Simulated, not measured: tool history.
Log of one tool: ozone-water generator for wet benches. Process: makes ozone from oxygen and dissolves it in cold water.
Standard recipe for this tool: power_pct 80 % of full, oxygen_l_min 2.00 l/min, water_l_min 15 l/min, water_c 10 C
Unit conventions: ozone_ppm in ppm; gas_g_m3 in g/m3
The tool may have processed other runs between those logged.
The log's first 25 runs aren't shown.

run,hour,power_pct,oxygen_l_min,water_l_min,water_c,ozone_ppm,gas_g_m3
26,733.1,80,2.00,15,14,12.4,190.7
27,766.3,80,1.02,15,14,9.9,261.8
28,797.3,77,1.21,15,10,10.6,237.3
29,816.6,77,1.21,15,10,10.5,235.7
30,839.6,80,2.00,16,5,12.1,189.9
31,858.9,99,2.94,15,10,15.7,181.8
32,881.7,99,1.94,15,10,14.2,221.3
33,913.3,46,1.10,21,6,5.2,179.2

Each row is a separate what-if for the run after 33, all from the same tool condition, not one after another. Results?
A,941.4,76,2.38,15,10,?,?
B,941.4,96,1.10,18,8,?,?
C,941.4,80,1.87,15,6,?,?
D,941.4,41,2.00,18,10,?,?

run,ozone_ppm,gas_g_m3
A,12.8,170.1
B,9.5,283.0
C,12.6,196.7
D,6.8,126.3
What these runs would have given with no unlogged condition in the tool:
run,ozone_ppm,gas_g_m3
A,13.7,174.7
B,10.2,291.8
C,13.5,202.2
D,7.3,128.4
